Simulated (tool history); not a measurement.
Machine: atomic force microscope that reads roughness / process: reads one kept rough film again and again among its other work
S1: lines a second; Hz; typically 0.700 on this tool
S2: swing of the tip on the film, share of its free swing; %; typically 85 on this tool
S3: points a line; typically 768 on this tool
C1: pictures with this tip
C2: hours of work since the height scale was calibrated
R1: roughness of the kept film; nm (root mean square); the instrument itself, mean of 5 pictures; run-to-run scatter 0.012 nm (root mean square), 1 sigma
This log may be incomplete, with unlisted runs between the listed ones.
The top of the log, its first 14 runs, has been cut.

Run 15, hour 466.7: usual settings; C1 291; C2 946. Result: R1 2.700 nm (root mean square).
At hour 487.6: new tip fitted.
Run 16, hour 487.6: usual settings; C1 0; C2 959. Result: R1 2.700 nm (root mean square).
Run 17, hour 506.1: usual settings; C1 41; C2 971. Result: R1 2.706 nm (root mean square).
Run 18, hour 546.5: usual settings; C1 131; C2 998. Result: R1 2.716 nm (root mean square).
Run 19, hour 585.0: usual settings; C1 217; C2 1023. Result: R1 2.704 nm (root mean square).
Run 20, hour 608.9: usual settings but S1 1.891 Hz, S2 57 %, S3 929; C1 271; C2 1039. Result: R1 2.763 nm (root mean square).
At hour 642.3: new tip fitted.
Run 21, hour 643.3: usual settings but S1 0.749 Hz, S3 369; C1 2; C2 1061. Result: R1 2.702 nm (root mean square).
Run 22, hour 677.7: usual settings but S1 0.749 Hz, S3 369; C1 79; C2 1083. Result: R1 2.694 nm (root mean square).
Run 23, hour 702.7: usual settings but S1 1.713 Hz, S2 65 %, S3 741; C1 135; C2 1100. Result: R1 2.749 nm (root mean square).
Run 24, hour 735.3: usual settings but S1 1.568 Hz, S2 65 %, S3 351; C1 208; C2 1121. Result: R1 2.744 nm (root mean square).
Run 25, hour 758.9: usual settings but S1 1.568 Hz, S2 65 %, S3 351; C1 260; C2 1136. Result: R1 2.725 nm (root mean square).
Run 26, hour 784.6: usual settings but S1 2.229 Hz, S2 73 %, S3 351; C1 318; C2 1153. Result: R1 2.622 nm (root mean square).
At hour 794.8: new tip fitted.
Run 27, hour 818.3: usual settings but S1 2.713 Hz, S2 61 %, S3 319; C1 53; C2 1175. Result: R1 2.681 nm (root mean square).
Run 28, hour 854.1: usual settings but S1 3.212 Hz, S2 61 %, S3 858; C1 133; C2 1198. Result: R1 2.682 nm (root mean square).
Run 29, hour 886.7: usual settings but S1 3.212 Hz, S2 61 %, S3 858; C1 205; C2 1220. Result: R1 2.696 nm (root mean square).
Run 30, hour 909.5: usual settings but S1 3.212 Hz, S2 61 %, S3 858; C1 256; C2 1234. Result: R1 2.679 nm (root mean square).
At hour 947.1: new tip fitted.
Run 31, hour 947.1: usual settings but S1 3.212 Hz, S2 61 %, S3 858; C1 0; C2 1259. Result: R1 2.681 nm (root mean square).
Run 32, hour 987.5: usual settings but S1 1.627 Hz, S3 539; C1 90; C2 1285. Result: R1 2.545 nm (root mean square).
Run 33, hour 1016.3: usual settings but S1 1.735 Hz, S2 70 %; C1 154; C2 1304. Result: R1 2.678 nm (root mean square).
Run 34, hour 1040.1: usual settings but S1 0.850 Hz, S2 82 %, S3 787; C1 208; C2 1320. Result: R1 2.717 nm (root mean square).
Run 35, hour 1070.6: usual settings but S1 0.975 Hz; C1 276; C2 1340. Result: R1 2.651 nm (root mean square).

5 ways to go on from here, each from the tool as it stands after run 35. What would each give?
At hour 1101.3: new tip fitted.
Run A, hour 1106.7: usual settings but S1 0.975 Hz, S2 88 %; C1 12; C2 1363. Result: R1 ?.
At hour 1101.3: new tip fitted.
Run B, hour 1106.7: usual settings but S1 1.223 Hz, S2 83 %, S3 498; C1 12; C2 1363. Result: R1 ?.
At hour 1101.3: new tip fitted.
Run C, hour 1106.7: usual settings but S1 1.567 Hz, S3 893; C1 12; C2 1363. Result: R1 ?.
At hour 1101.3: new tip fitted.
Run D, hour 1106.7: usual settings but S1 1.650 Hz, S3 548; C1 12; C2 1363. Result: R1 ?.
At hour 1101.3: new tip fitted.
Run E, hour 1106.7: usual settings but S1 1.889 Hz; C1 12; C2 1363. Result: R1 ?.

run     R1
  A  2.655
  B  2.638
  C  2.569
  D  2.551
  E  2.524
Without the tool's hidden state the same runs would have given:
run     R1
  A  2.654
  B  2.638
  C  2.568
  D  2.550
  E  2.523
